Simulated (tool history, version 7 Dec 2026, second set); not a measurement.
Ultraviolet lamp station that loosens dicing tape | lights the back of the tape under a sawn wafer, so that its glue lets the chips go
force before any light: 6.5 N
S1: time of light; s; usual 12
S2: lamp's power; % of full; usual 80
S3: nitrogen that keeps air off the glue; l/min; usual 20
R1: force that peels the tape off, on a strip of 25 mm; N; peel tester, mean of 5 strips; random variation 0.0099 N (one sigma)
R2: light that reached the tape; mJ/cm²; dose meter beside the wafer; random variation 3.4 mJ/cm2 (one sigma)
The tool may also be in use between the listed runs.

run 1 day=0.000 | S1=12 S2=80 S3=20 | R1=0.696 R2=428
run 2 day=2.000 | S1=12 S2=80 S3=20 | R1=0.713 R2=422
run 3 day=4.529 | S1=12 S2=80 S3=20 | R1=0.739 R2=420
run 4 day=6.483 | S1=12 S2=80 S3=20 | R1=0.726 R2=412
run 5 day=7.812 | S1=12 S2=80 S3=20 | R1=0.726 R2=410
run 6 day=9.358 | S1=12 S2=80 S3=20 | R1=0.762 R2=411
run 7 day=11.004 | S1=17 S2=87 S3=20 | R1=0.315 R2=628
run 8 day=13.017 | S1=20 S2=73 S3=9 | R1=0.538 R2=610
run 9 day=14.162 | S1=13 S2=87 S3=11 | R1=0.775 R2=474
run 10 day=16.775 | S1=13 S2=87 S3=11 | R1=0.827 R2=463
run 11 day=18.262 | S1=11 S2=80 S3=22 | R1=0.921 R2=357
run 12 day=20.196 | S1=12 S2=80 S3=39 | R1=0.662 R2=380

Forecast each of these 5 alternatives for the next run:
run A day=21.546 | S1=18 S2=67 S3=39 | R1=? R2=?
run B day=21.546 | S1=7 S2=64 S3=30 | R1=? R2=?
run C day=21.546 | S1=12 S2=65 S3=39 | R1=? R2=?
run D day=21.546 | S1=7 S2=62 S3=9 | R1=? R2=?
run E day=21.546 | S1=12 S2=80 S3=20 | R1=? R2=?

run=A R1=0.400 R2=485
run=B R1=2.231 R2=181
run=C R1=0.969 R2=318
run=D R1=2.976 R2=173
run=E R1=0.847 R2=386
Without the tool's hidden state the same runs would have given:
run=A R1=0.208 R2=688
run=B R1=1.456 R2=257
run=C R1=0.494 R2=449
run=D R1=2.174 R2=245
run=E R1=0.419 R2=546

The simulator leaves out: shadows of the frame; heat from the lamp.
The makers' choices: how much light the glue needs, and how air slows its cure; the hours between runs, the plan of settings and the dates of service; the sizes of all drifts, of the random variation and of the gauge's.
